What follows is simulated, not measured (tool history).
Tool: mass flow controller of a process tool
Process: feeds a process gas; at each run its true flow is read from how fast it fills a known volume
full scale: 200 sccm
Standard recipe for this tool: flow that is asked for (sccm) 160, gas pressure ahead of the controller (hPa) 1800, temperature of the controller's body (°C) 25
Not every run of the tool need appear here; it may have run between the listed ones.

run    hour  flow that is asked for (sccm)  gas pressure ahead of the controller (hPa)  temperature of the controller's body (°C)  true flow (%)
  1     0.0                            160                                        1800                                         25         100.06
  2   129.4                            160                                        1800                                         25         100.03
  3   270.4                            160                                        1800                                         37          99.65
  4   539.8                            160                                        1800                                         37          99.77
  5   738.6                            160                                        1880                                         25         100.21
  6   999.1                            160                                        1880                                         25         100.21
  7  1184.0                            160                                        1880                                         25         100.22
  8  1371.6                            160                                        1880                                         25         100.31
  9  1531.7                            160                                        1800                                         25         100.35
 10  1809.6                             42                                        1440                                         34          97.02
 11  1935.6                            190                                        1540                                         24         101.10
 12  2085.2                            122                                        1840                                         25          99.71
 13  2249.9                            122                                        1840                                         25          99.75
 14  2416.0                            122                                        2100                                         24          99.70
 15  2564.6                            122                                        2100                                         24          99.88
 16  2821.3                            113                                        1800                                         31          99.38
 17  3066.0                            109                                        2020                                         26          99.52
 18  3341.3                             44                                        1530                                         27          97.46

Consider 5 possible next runs. They are alternatives, not a sequence: every one starts from the tool as it was left by run 18. What does each give?
  A  3565.7                             55                                        2630                                         40              ?
  B  3565.7                             59                                        1530                                         35              ?
  C  3565.7                             44                                        2780                                         27              ?
  D  3565.7                             92                                        1830                                         25              ?
  E  3565.7                             44                                        2380                                         27              ?

run  true flow (%)
  A          97.32
  B          97.84
  C          97.14
  D          99.21
  E          97.24
Take away the tool's hidden state, keep each run's random variation, and the runs would have read:
run  true flow (%)
  A          97.04
  B          97.45
  C          97.26
  D          98.29
  E          97.36
